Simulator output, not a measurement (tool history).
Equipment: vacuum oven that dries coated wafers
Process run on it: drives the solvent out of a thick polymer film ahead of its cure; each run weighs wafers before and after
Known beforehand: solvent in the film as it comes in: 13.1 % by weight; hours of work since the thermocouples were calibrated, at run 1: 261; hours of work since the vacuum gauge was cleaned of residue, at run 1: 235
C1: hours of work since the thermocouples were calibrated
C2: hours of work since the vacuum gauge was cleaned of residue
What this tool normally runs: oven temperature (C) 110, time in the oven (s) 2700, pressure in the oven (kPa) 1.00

{"run": 1, "hour": 0.0, "oven temperature (C)": 110, "time in the oven (s)": 2700, "pressure in the oven (kPa)": 1.0, "C1": 261, "C2": 235, "solvent left in the film (%)": 2.2}
{"run": 2, "hour": 11.4, "oven temperature (C)": 110, "time in the oven (s)": 2700, "pressure in the oven (kPa)": 1.0, "C1": 270, "C2": 244, "solvent left in the film (%)": 2.23}
{"run": 3, "hour": 21.1, "oven temperature (C)": 110, "time in the oven (s)": 2700, "pressure in the oven (kPa)": 1.0, "C1": 278, "C2": 251, "solvent left in the film (%)": 2.35}
{"run": 4, "hour": 30.4, "oven temperature (C)": 110, "time in the oven (s)": 2700, "pressure in the oven (kPa)": 1.0, "C1": 285, "C2": 259, "solvent left in the film (%)": 2.32}
{"run": 5, "hour": 41.6, "oven temperature (C)": 110, "time in the oven (s)": 2700, "pressure in the oven (kPa)": 1.49, "C1": 294, "C2": 267, "solvent left in the film (%)": 2.64}
{"run": 6, "hour": 53.8, "oven temperature (C)": 110, "time in the oven (s)": 2700, "pressure in the oven (kPa)": 1.49, "C1": 303, "C2": 277, "solvent left in the film (%)": 2.61}
{"run": 7, "hour": 64.7, "oven temperature (C)": 110, "time in the oven (s)": 2700, "pressure in the oven (kPa)": 1.0, "C1": 312, "C2": 285, "solvent left in the film (%)": 2.25}
{"run": 8, "hour": 75.1, "oven temperature (C)": 110, "time in the oven (s)": 2700, "pressure in the oven (kPa)": 1.0, "C1": 320, "C2": 294, "solvent left in the film (%)": 2.31}
{"run": 9, "hour": 84.5, "oven temperature (C)": 110, "time in the oven (s)": 2700, "pressure in the oven (kPa)": 1.0, "C1": 327, "C2": 301, "solvent left in the film (%)": 2.27}
{"run": 10, "hour": 95.1, "oven temperature (C)": 110, "time in the oven (s)": 2700, "pressure in the oven (kPa)": 1.0, "C1": 335, "C2": 309, "solvent left in the film (%)": 2.32}
{"run": 11, "hour": 107.0, "oven temperature (C)": 110, "time in the oven (s)": 2700, "pressure in the oven (kPa)": 0.71, "C1": 345, "C2": 318, "solvent left in the film (%)": 2.12}
{"run": 12, "hour": 119.2, "oven temperature (C)": 110, "time in the oven (s)": 2700, "pressure in the oven (kPa)": 1.26, "C1": 354, "C2": 328, "solvent left in the film (%)": 2.53}
{"run": 13, "hour": 124.7, "oven temperature (C)": 110, "time in the oven (s)": 1380, "pressure in the oven (kPa)": 1.0, "C1": 358, "C2": 332, "solvent left in the film (%)": 4.58}
{"run": 14, "hour": 131.8, "oven temperature (C)": 110, "time in the oven (s)": 1380, "pressure in the oven (kPa)": 1.0, "C1": 364, "C2": 338, "solvent left in the film (%)": 4.68}
{"run": 15, "hour": 140.0, "oven temperature (C)": 110, "time in the oven (s)": 1380, "pressure in the oven (kPa)": 1.0, "C1": 370, "C2": 344, "solvent left in the film (%)": 4.62}
{"run": 16, "hour": 145.4, "oven temperature (C)": 100, "time in the oven (s)": 2700, "pressure in the oven (kPa)": 1.0, "C1": 375, "C2": 348, "solvent left in the film (%)": 3.99}
{"run": 17, "hour": 158.4, "oven temperature (C)": 120, "time in the oven (s)": 2280, "pressure in the oven (kPa)": 0.97, "C1": 385, "C2": 358, "solvent left in the film (%)": 1.51}
{"run": 18, "hour": 167.3, "oven temperature (C)": 110, "time in the oven (s)": 1800, "pressure in the oven (kPa)": 0.66, "C1": 392, "C2": 365, "solvent left in the film (%)": 3.56}
{"run": 19, "hour": 178.1, "oven temperature (C)": 125, "time in the oven (s)": 1800, "pressure in the oven (kPa)": 0.66, "C1": 400, "C2": 374, "solvent left in the film (%)": 1.42}
{"run": 20, "hour": 187.2, "oven temperature (C)": 125, "time in the oven (s)": 1800, "pressure in the oven (kPa)": 0.66, "C1": 407, "C2": 381, "solvent left in the film (%)": 1.49}
{"run": 21, "hour": 194.2, "oven temperature (C)": 125, "time in the oven (s)": 1800, "pressure in the oven (kPa)": 0.66, "C1": 413, "C2": 386, "solvent left in the film (%)": 1.37}
{"run": 22, "hour": 205.2, "oven temperature (C)": 110, "time in the oven (s)": 2160, "pressure in the oven (kPa)": 1.0, "C1": 421, "C2": 395, "solvent left in the film (%)": 3.02}
{"run": 23, "hour": 217.6, "oven temperature (C)": 106, "time in the oven (s)": 1740, "pressure in the oven (kPa)": 1.0, "C1": 431, "C2": 405, "solvent left in the film (%)": 4.51}

The next listed run, before its measurement:
{"run": 24, "hour": 223.7, "oven temperature (C)": 102, "time in the oven (s)": 1800, "pressure in the oven (kPa)": 1.0, "C1": 436, "C2": 409, "solvent left in the film (%)": "?"}

Run 24 produced solvent left in the film (%) 5.04.
Take away the tool's hidden state, keep the run-to-run variation as it was, and the same run would have given solvent left in the film (%) 4.87.
